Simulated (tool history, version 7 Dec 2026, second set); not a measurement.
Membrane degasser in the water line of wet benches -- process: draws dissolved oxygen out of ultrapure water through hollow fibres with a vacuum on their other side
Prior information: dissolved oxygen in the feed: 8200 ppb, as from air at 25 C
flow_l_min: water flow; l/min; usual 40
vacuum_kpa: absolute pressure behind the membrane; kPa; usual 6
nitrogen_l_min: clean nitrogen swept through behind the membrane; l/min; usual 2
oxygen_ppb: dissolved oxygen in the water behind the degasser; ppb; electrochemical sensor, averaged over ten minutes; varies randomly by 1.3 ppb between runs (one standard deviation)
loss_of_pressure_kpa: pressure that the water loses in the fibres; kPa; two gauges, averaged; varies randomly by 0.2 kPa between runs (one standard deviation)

| run | hour | flow_l_min | vacuum_kpa | nitrogen_l_min | oxygen_ppb | loss_of_pressure_kpa |
|---|---|---|---|---|---|---|
| 1 | 0 | 40 | 6 | 2 | 131.2 | 47.11 |
| 2 | 113.1 | 40 | 6 | 1.94 | 136.3 | 47.21 |
| 3 | 191.4 | 40 | 6 | 1.94 | 134.9 | 47.12 |
| 4 | 298.4 | 40 | 6 | 1.94 | 134.8 | 47.31 |
| 5 | 413.6 | 40 | 6 | 3.55 | 78.8 | 47.3 |
| 6 | 484.3 | 40 | 6 | 0.92 | 249.3 | 47.54 |
| 7 | 584.7 | 40 | 6 | 0.92 | 248 | 47.31 |
| 8 | 646.5 | 40 | 6 | 0.92 | 248.4 | 47.29 |
|  | 658.3 | vacuum gauge calibrated |
| 9 | 769.1 | 40 | 6 | 2 | 132.8 | 47.16 |
| 10 | 865.4 | 40 | 6 | 2.34 | 118.3 | 47.78 |
| 11 | 938 | 40 | 6 | 2.34 | 118 | 47.08 |
| 12 | 1040.2 | 40 | 6.25 | 2 | 145.3 | 47.38 |
| 13 | 1147.9 | 40 | 6 | 2.62 | 107.6 | 47.44 |
| 14 | 1210.2 | 41 | 6 | 2.62 | 109.9 | 48.63 |
| 15 | 1293.4 | 41 | 6 | 2.62 | 107.3 | 48.43 |
|  | 1325 | vacuum gauge calibrated, once more |
| 16 | 1418 | 49 | 6 | 2.62 | 129.1 | 57.9 |
| 17 | 1497.6 | 31 | 9.53 | 3.26 | 141.3 | 36.75 |
| 18 | 1593.7 | 40 | 6.14 | 2 | 132.2 | 48.02 |
| 19 | 1651.2 | 40 | 6.14 | 2 | 131.9 | 47.67 |
| 20 | 1719.1 | 46 | 3.76 | 3.59 | 24.7 | 54.5 |
| 21 | 1826.1 | 38 | 6.18 | 2 | 126.2 | 45 |
| 22 | 1920 | 38 | 6.18 | 2 | 126.8 | 45.54 |
| 23 | 2010.3 | 38 | 6.18 | 2 | 126.8 | 45.83 |
| 24 | 2126 | 32 | 7.86 | 2.11 | 164.5 | 38.15 |
| 25 | 2180.4 | 30 | 6 | 1.46 | 128.1 | 35.79 |
| 26 | 2247.4 | 37 | 6 | 2 | 118.3 | 44.5 |
| 27 | 2299.5 | 37 | 6 | 2 | 118.5 | 44.15 |
| 28 | 2421.4 | 63 | 6 | 1 | 342.3 | 75.65 |
|  | 2514.4 | seals of the vacuum lines changed |
| 29 | 2551 | 63 | 6 | 1 | 349.5 | 75.37 |

What if the next run were any one of these 5? Each begins from the tool's condition after run 29:
| A | 2645 | 28 | 6 | 1 | ? | ? |
| B | 2645 | 63 | 5.43 | 1.57 | ? | ? |
| C | 2645 | 40 | 6 | 2.91 | ? | ? |
| D | 2645 | 39 | 6 | 0.97 | ? | ? |
| E | 2645 | 24 | 6 | 1 | ? | ? |

| run | oxygen_ppb | loss_of_pressure_kpa |
|---|---|---|
| A | 166.2 | 33.76 |
| B | 218.3 | 75.72 |
| C | 91.7 | 48.43 |
| D | 225.1 | 46.76 |
| E | 145.1 | 28.85 |
Without the tool's unlogged condition, the same runs would have read:
| run | oxygen_ppb | loss_of_pressure_kpa |
|---|---|---|
| A | 164.8 | 32.47 |
| B | 208.7 | 72.82 |
| C | 90.1 | 46.57 |
| D | 222.5 | 44.96 |
| E | 143.9 | 27.75 |
